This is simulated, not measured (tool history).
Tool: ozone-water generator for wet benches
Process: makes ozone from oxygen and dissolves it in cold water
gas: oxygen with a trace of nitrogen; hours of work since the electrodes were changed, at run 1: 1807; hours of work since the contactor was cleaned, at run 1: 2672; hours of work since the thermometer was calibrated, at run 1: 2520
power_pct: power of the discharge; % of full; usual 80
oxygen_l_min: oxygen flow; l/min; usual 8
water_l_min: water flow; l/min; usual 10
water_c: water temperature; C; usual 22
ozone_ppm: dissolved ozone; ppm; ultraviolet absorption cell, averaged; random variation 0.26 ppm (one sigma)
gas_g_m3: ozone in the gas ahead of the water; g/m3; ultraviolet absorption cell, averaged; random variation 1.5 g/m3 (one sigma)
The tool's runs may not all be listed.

| run | day | power_pct | oxygen_l_min | water_l_min | water_c | hours of work since the electrodes were changed | hours of work since the contactor was cleaned | hours of work since the thermometer was calibrated | ozone_ppm | gas_g_m3 |
|---|---|---|---|---|---|---|---|---|---|---|
| 1 | 0 | 80 | 8 | 10 | 22 | 1807 | 2672 | 2520 | 36.9 | 265.3 |
| 2 | 3.608 | 80 | 8 | 14 | 22 | 1864 | 2728 | 2576 | 30.6 | 265.4 |
| 3 | 5.712 | 80 | 8 | 10 | 22 | 1897 | 2761 | 2609 | 36.2 | 266.4 |
| 4 | 9.458 | 80 | 8 | 10 | 22 | 1955 | 2820 | 2668 | 36.8 | 266.6 |
| 5 | 11.375 | 80 | 8 | 10 | 22 | 1985 | 2850 | 2698 | 36.4 | 263.4 |
| 6 | 14.542 | 80 | 8 | 10 | 26 | 2035 | 2899 | 2747 | 33.5 | 264.8 |
| 7 | 17.454 | 80 | 4.91 | 10 | 22 | 2080 | 2945 | 2793 | 39.1 | 325.9 |
| 8 | 21.212 | 80 | 8 | 10 | 22 | 2139 | 3003 | 2852 | 36.6 | 261.7 |
| 9 | 24.942 | 80 | 8 | 10 | 22 | 2198 | 3062 | 2910 | 36.1 | 262.4 |
| 10 | 27.017 | 80 | 8 | 10 | 22 | 2230 | 3094 | 2942 | 36.1 | 262.9 |
| 11 | 29.908 | 80 | 8 | 10 | 19 | 2275 | 3139 | 2988 | 38.4 | 261.3 |
| 12 | 31.825 | 80 | 8.77 | 10 | 22 | 2305 | 3169 | 3018 | 35.7 | 249.5 |
| 13 | 33.833 | 80 | 8.77 | 10 | 22 | 2337 | 3201 | 3049 | 35.5 | 251.1 |
| 14 | 36.558 | 80 | 7.01 | 10 | 22 | 2379 | 3243 | 3092 | 37.3 | 274.6 |
| 15 | 40.379 | 80 | 8 | 10 | 22 | 2439 | 3303 | 3151 | 35.6 | 260.8 |
| 16 | 43.392 | 80 | 8 | 10 | 22 | 2486 | 3350 | 3198 | 35.7 | 258.9 |
| 17 | 47.333 | 80 | 8 | 10 | 22 | 2548 | 3412 | 3260 | 35.4 | 257.6 |
| 18 | 49.442 | 80 | 12.77 | 11 | 22 | 2581 | 3445 | 3293 | 31 | 213.8 |
| 19 | 52.554 | 80 | 8 | 7 | 21 | 2629 | 3494 | 3342 | 43 | 258.4 |
| 20 | 54.888 | 99 | 8 | 7 | 15 | 2666 | 3530 | 3378 | 58.7 | 303 |
| 21 | 58.029 | 45 | 5.35 | 7 | 15 | 2715 | 3579 | 3427 | 34.3 | 198.1 |
| 22 | 62.162 | 79 | 8 | 10 | 22 | 2780 | 3644 | 3492 | 34.8 | 255.2 |
| 23 | 64.208 | 80 | 12.56 | 10 | 22 | 2811 | 3676 | 3524 | 31.6 | 211.8 |
| 24 | 66.967 | 89 | 6.81 | 10 | 19 | 2855 | 3719 | 3567 | 41.8 | 299.3 |
| 25 | 69.2 | 80 | 5.76 | 10 | 22 | 2890 | 3754 | 3602 | 36.6 | 295.2 |
| 26 | 70.933 | 80 | 8 | 11 | 22 | 2917 | 3781 | 3629 | 33.4 | 254.6 |
| 27 | 74.083 | 80 | 8 | 11 | 22 | 2966 | 3830 | 3678 | 33.1 | 255.5 |
| 28 | 76.517 | 80 | 13.92 | 7 | 17 | 3004 | 3868 | 3716 | 40.7 | 198.6 |
| 29 | 80.654 | 50 | 7.92 | 10 | 22 | 3069 | 3933 | 3781 | 24.7 | 175.8 |
| 30 | 83.1 | 50 | 7.92 | 10 | 22 | 3107 | 3971 | 3819 | 24.2 | 177.8 |
| 31 | 86.304 | 42 | 7.19 | 7 | 28 | 3157 | 4021 | 3869 | 21.8 | 162 |
| 32 | 87.971 | 42 | 8.72 | 11 | 28 | 3183 | 4047 | 3895 | 17.2 | 150.4 |
| 33 | 91.254 | 42 | 8.72 | 11 | 28 | 3234 | 4099 | 3947 | 16.9 | 150.9 |

Forecast each of these 3 alternatives for the next run:
| A | 95.179 | 42 | 7.74 | 15 | 18 | 3296 | 4160 | 4008 | ? | ? |
| B | 95.179 | 80 | 12.7 | 14 | 21 | 3296 | 4160 | 4008 | ? | ? |
| C | 95.179 | 42 | 8.58 | 8 | 28 | 3296 | 4160 | 4008 | ? | ? |

| run | ozone_ppm | gas_g_m3 |
|---|---|---|
| A | 18 | 156 |
| B | 27 | 206.4 |
| C | 19.9 | 150.3 |
Without the tool's hidden state the same runs would have given:
| run | ozone_ppm | gas_g_m3 |
|---|---|---|
| A | 20.5 | 165 |
| B | 32.1 | 229.1 |
| C | 22.4 | 158.9 |
